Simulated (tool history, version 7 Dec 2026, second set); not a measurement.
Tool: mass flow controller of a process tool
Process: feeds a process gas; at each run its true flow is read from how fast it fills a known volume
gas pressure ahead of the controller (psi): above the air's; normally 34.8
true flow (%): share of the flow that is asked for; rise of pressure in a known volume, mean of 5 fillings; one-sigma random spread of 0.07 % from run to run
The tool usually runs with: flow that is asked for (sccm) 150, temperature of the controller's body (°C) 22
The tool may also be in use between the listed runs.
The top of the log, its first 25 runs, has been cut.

| run | hour | flow that is asked for (sccm) | gas pressure ahead of the controller (psi) | temperature of the controller's body (°C) | true flow (%) |
|---|---|---|---|---|---|
| 26 | 6096.0 | 60 | 24.5 | 29 | 102.62 |
| 27 | 6359.1 | 60 | 24.5 | 29 | 103.02 |
| 28 | 6647.7 | 60 | 24.5 | 29 | 103.53 |
| 29 | 6982.2 | 60 | 24.5 | 29 | 103.90 |
| 30 | 7249.7 | 78 | 25.7 | 29 | 103.18 |
| 31 | 7422.9 | 78 | 25.7 | 29 | 103.45 |
| 32 | 7593.4 | 54 | 37.6 | 37 | 104.57 |
| 33 | 7733.9 | 91 | 39.2 | 21 | 103.25 |
| 34 | 7964.1 | 59 | 33.8 | 31 | 105.06 |
| 35 | 8271.2 | 59 | 33.8 | 31 | 105.54 |
| 36 | 8493.6 | 59 | 33.8 | 31 | 105.82 |
| 37 | 8693.2 | 52 | 30.7 | 20 | 107.72 |
| 38 | 8938.9 | 52 | 30.7 | 20 | 108.06 |
| 39 | 9249.7 | 52 | 30.7 | 20 | 108.59 |
| 40 | 9395.1 | 52 | 30.7 | 20 | 108.88 |
| 41 | 9700.0 | 69 | 22.8 | 32 | 106.91 |
| 42 | 9909.7 | 69 | 22.8 | 32 | 107.05 |
| 43 | 10250.0 | 363 | 20.7 | 40 | 101.96 |
| 44 | 10429.9 | 363 | 20.7 | 40 | 101.92 |
| 45 | 10744.5 | 300 | 34.8 | 22 | 102.68 |
| 46 | 10898.2 | 91 | 24.9 | 21 | 106.80 |

Branching from run 46: 5 alternative next runs. What would each branch give?
| A | 11178.6 | 150 | 29.3 | 27 | ? |
| B | 11178.6 | 163 | 29.9 | 21 | ? |
| C | 11178.6 | 91 | 26.7 | 21 | ? |
| D | 11178.6 | 78 | 37.3 | 22 | ? |
| E | 11178.6 | 155 | 30.0 | 34 | ? |

| run | true flow (%) |
|---|---|
| A | 104.36 |
| B | 104.18 |
| C | 107.10 |
| D | 107.71 |
| E | 103.74 |
The same runs, with their run-to-run variation unchanged, on a tool lacking any hidden condition would have given:
| run | true flow (%) |
|---|---|
| A | 98.84 |
| B | 98.99 |
| C | 98.96 |
| D | 98.46 |
| E | 98.36 |

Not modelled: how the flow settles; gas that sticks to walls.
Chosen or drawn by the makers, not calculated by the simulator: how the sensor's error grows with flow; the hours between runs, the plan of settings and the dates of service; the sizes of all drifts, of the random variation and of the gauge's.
